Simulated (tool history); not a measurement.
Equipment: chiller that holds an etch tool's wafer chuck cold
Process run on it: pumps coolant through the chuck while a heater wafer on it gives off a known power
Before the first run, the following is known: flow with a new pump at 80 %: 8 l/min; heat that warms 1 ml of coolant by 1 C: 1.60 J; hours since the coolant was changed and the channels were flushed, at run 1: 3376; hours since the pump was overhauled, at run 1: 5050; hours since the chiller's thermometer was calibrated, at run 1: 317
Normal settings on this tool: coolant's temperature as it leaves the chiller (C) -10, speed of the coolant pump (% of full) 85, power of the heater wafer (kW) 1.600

run,hour,coolant's temperature as it leaves the chiller (C),speed of the coolant pump (% of full),power of the heater wafer (kW),hours since the coolant was changed and the channels were flushed,hours since the pump was overhauled,hours since the chiller's thermometer was calibrated,chuck's temperature once it has settled (C),how much warmer the coolant comes back (C)
1,0.0,-10,85,1.600,3376,5050,317,6.8,7.54
2,65.4,-10,85,1.600,3442,5116,383,7.1,7.57
3,127.1,-10,85,1.600,3503,5177,445,7.1,7.50
4,252.5,-2,85,1.600,3629,5303,570,15.0,7.64
5,335.3,-2,85,1.600,3712,5386,653,15.0,7.57
6,415.2,-10,67,1.600,3791,5465,733,10.3,9.91
7,539.6,-17,79,1.325,3916,5590,857,-2.2,6.85
8,645.1,0,84,1.281,4021,5695,962,13.6,6.12
9,715.8,-10,90,1.319,4092,5766,1033,3.8,5.92
10,848.0,-14,60,1.319,4224,5898,1165,4.1,9.41
11,926.9,-14,60,1.319,4303,5977,1244,4.2,9.43

Predict each of these 4 candidate next runs independently; none follows another, all start after run 11:
A,1001.7,-10,85,1.033,4378,6052,1319,?,?
B,1001.7,-2,60,0.858,4378,6052,1319,?,?
C,1001.7,-12,62,1.195,4378,6052,1319,?,?
D,1001.7,0,92,1.600,4378,6052,1319,?,?

run,chuck's temperature once it has settled (C),how much warmer the coolant comes back (C)
A,1.3,4.98
B,9.8,6.20
C,4.2,8.21
D,16.6,7.00
Had the tool no hidden state, the same runs would have come out as:
run,chuck's temperature once it has settled (C),how much warmer the coolant comes back (C)
A,0.1,4.55
B,8.5,5.67
C,2.4,7.50
D,14.7,6.39

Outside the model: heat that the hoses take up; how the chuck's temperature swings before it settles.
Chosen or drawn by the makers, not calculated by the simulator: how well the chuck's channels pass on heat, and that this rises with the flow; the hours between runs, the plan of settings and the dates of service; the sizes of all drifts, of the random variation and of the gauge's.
